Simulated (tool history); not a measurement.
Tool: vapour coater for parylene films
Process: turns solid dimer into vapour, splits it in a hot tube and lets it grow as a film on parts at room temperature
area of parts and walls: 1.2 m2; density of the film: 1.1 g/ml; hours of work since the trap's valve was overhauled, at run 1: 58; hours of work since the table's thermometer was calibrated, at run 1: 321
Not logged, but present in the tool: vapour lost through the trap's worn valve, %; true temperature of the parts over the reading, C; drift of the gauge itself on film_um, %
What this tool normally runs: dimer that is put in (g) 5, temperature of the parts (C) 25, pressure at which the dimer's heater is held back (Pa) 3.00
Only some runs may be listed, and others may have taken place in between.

run   hour  dimer that is put in (g)  temperature of the parts (C)  pressure at which the dimer's heater is held back (Pa)  hours of work since the trap's valve was overhauled  hours of work since the table's thermometer was calibrated  thickness of the film (um)
  1    0.0                         5                            25                                                    3.00                                                   58                                                         321                        2.44
  2   68.2                         5                            25                                                    4.56                                                   96                                                         359                        2.35
  3  129.9                         5                            25                                                    4.56                                                  130                                                         393                        2.36
  4  179.3                         5                            25                                                    3.00                                                  157                                                         420                        2.39
  5  229.9                         5                            25                                                    3.00                                                  185                                                         449                        2.38
  6  279.2                         5                            25                                                    3.00                                                  213                                                         476                        2.33
  7  347.3                         5                            35                                                    3.00                                                  250                                                         514                        1.62
  8  396.2                         5                            35                                                    3.00                                                  277                                                         541                        1.62
     439.6  -- trap's valve overhauled
  9  456.7                         5                            18                                                    3.00                                                    9                                                         572                        3.27
 10  525.8                         8                            18                                                    4.63                                                   48                                                         611                        5.02
 11  596.4                         7                            19                                                    2.94                                                   87                                                         650                        4.29
 12  661.4                         5                            36                                                   10.51                                                  123                                                         686                        1.50
 13  713.1                         5                            36                                                   10.51                                                  152                                                         714                        1.48
 14  751.9                         5                            34                                                   10.51                                                  173                                                         736                        1.54
 15  793.9                         5                            34                                                   10.51                                                  196                                                         759                        1.57
 16  837.7                         6                            25                                                    3.68                                                  221                                                         783                        2.81
 17  908.3                         6                            25                                                    3.68                                                  260                                                         823                        2.76

For each entry between runs, how does the tool's hidden state at the last listed run before it compare with that at the first listed run after it?
Logged between run 8 and run 9: trap's valve overhauled (hour 439.6)
  vapour lost through the trap's worn valve, %: 8.6 -> 0.5; true temperature of the parts over the reading, C: -0.14 -> -0.16
  the result without the hidden state subtracted from the measured one, thickness of the film (um): -0.15 -> +0.01
